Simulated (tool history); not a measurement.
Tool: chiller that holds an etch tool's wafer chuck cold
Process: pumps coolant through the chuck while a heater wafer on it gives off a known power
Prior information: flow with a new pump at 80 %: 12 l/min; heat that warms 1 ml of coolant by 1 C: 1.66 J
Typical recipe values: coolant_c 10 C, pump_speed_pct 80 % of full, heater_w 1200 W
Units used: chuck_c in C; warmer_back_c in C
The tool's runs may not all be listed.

run 1 day=0 | coolant_c=10 pump_speed_pct=80 heater_w=1200 | chuck_c=18.46 warmer_back_c=3.65
run 2 day=8.35 | coolant_c=10 pump_speed_pct=80 heater_w=784 | chuck_c=15.47 warmer_back_c=2.33
run 3 day=15.788 | coolant_c=10 pump_speed_pct=85 heater_w=1200 | chuck_c=18.17 warmer_back_c=3.39
run 4 day=23.367 | coolant_c=14 pump_speed_pct=80 heater_w=1200 | chuck_c=22.58 warmer_back_c=3.64
run 5 day=31.679 | coolant_c=10 pump_speed_pct=80 heater_w=1200 | chuck_c=18.63 warmer_back_c=3.62
run 6 day=38.083 | coolant_c=10 pump_speed_pct=80 heater_w=1200 | chuck_c=18.51 warmer_back_c=3.58
run 7 day=42.838 | coolant_c=10 pump_speed_pct=80 heater_w=1200 | chuck_c=18.54 warmer_back_c=3.6
run 8 day=48.367 | coolant_c=6 pump_speed_pct=80 heater_w=1200 | chuck_c=14.66 warmer_back_c=3.6
run 9 day=55.571 | coolant_c=6 pump_speed_pct=80 heater_w=1200 | chuck_c=14.55 warmer_back_c=3.63
run 10 day=63.796 | coolant_c=6 pump_speed_pct=80 heater_w=1200 | chuck_c=14.52 warmer_back_c=3.63
run 11 day=68.883 | coolant_c=6 pump_speed_pct=80 heater_w=1200 | chuck_c=14.47 warmer_back_c=3.66
run 12 day=77.621 | coolant_c=6 pump_speed_pct=80 heater_w=1200 | chuck_c=14.37 warmer_back_c=3.61
run 13 day=84.467 | coolant_c=6 pump_speed_pct=80 heater_w=1200 | chuck_c=14.49 warmer_back_c=3.6
run 14 day=92.917 | coolant_c=6 pump_speed_pct=80 heater_w=1200 | chuck_c=14.53 warmer_back_c=3.58
run 15 day=97.954 | coolant_c=10 pump_speed_pct=80 heater_w=1200 | chuck_c=18.68 warmer_back_c=3.64
run 16 day=101.692 | coolant_c=10 pump_speed_pct=80 heater_w=1200 | chuck_c=18.48 warmer_back_c=3.62
-- day=106.621 chiller's thermometer calibrated
run 17 day=107.667 | coolant_c=7 pump_speed_pct=77 heater_w=731 | chuck_c=12.43 warmer_back_c=2.28
run 18 day=116.146 | coolant_c=9 pump_speed_pct=85 heater_w=1200 | chuck_c=17.21 warmer_back_c=3.39
run 19 day=122.496 | coolant_c=19 pump_speed_pct=80 heater_w=711 | chuck_c=24.02 warmer_back_c=2.15
run 20 day=130.25 | coolant_c=19 pump_speed_pct=80 heater_w=711 | chuck_c=24.17 warmer_back_c=2.12
run 21 day=135.588 | coolant_c=16 pump_speed_pct=80 heater_w=712 | chuck_c=21.13 warmer_back_c=2.15
run 22 day=143.279 | coolant_c=16 pump_speed_pct=80 heater_w=712 | chuck_c=21.15 warmer_back_c=2.1
run 23 day=147.25 | coolant_c=10 pump_speed_pct=69 heater_w=771 | chuck_c=16.24 warmer_back_c=2.7
run 24 day=151.788 | coolant_c=13 pump_speed_pct=99 heater_w=1313 | chuck_c=21.05 warmer_back_c=3.25
run 25 day=156.229 | coolant_c=9 pump_speed_pct=65 heater_w=791 | chuck_c=15.62 warmer_back_c=2.95
run 26 day=162.992 | coolant_c=9 pump_speed_pct=93 heater_w=791 | chuck_c=13.97 warmer_back_c=2.08
run 27 day=167.512 | coolant_c=14 pump_speed_pct=61 heater_w=878 | chuck_c=21.86 warmer_back_c=3.46
run 28 day=171.392 | coolant_c=10 pump_speed_pct=88 heater_w=624 | chuck_c=14.11 warmer_back_c=1.75
run 29 day=178.733 | coolant_c=10 pump_speed_pct=88 heater_w=624 | chuck_c=14.22 warmer_back_c=1.69
-- day=182.512 coolant changed, channels flushed
run 30 day=187.458 | coolant_c=13 pump_speed_pct=83 heater_w=1290 | chuck_c=21.99 warmer_back_c=3.75
run 31 day=195.1 | coolant_c=2 pump_speed_pct=72 heater_w=1001 | chuck_c=9.71 warmer_back_c=3.32
run 32 day=200.592 | coolant_c=16 pump_speed_pct=85 heater_w=748 | chuck_c=21.21 warmer_back_c=2.16

Alternative continuations, all from the tool just after run 32; predict every row:
run A day=207.229 | coolant_c=15 pump_speed_pct=73 heater_w=1200 | chuck_c=? warmer_back_c=?
run B day=207.229 | coolant_c=16 pump_speed_pct=96 heater_w=748 | chuck_c=? warmer_back_c=?
run C day=207.229 | coolant_c=10 pump_speed_pct=81 heater_w=1200 | chuck_c=? warmer_back_c=?

run=A chuck_c=24.16 warmer_back_c=3.97
run=B chuck_c=20.76 warmer_back_c=1.86
run=C chuck_c=18.56 warmer_back_c=3.59
Take away the tool's hidden state, keep each run's random variation, and the runs would have read:
run=A chuck_c=24.15 warmer_back_c=3.96
run=B chuck_c=20.78 warmer_back_c=1.85
run=C chuck_c=18.56 warmer_back_c=3.58
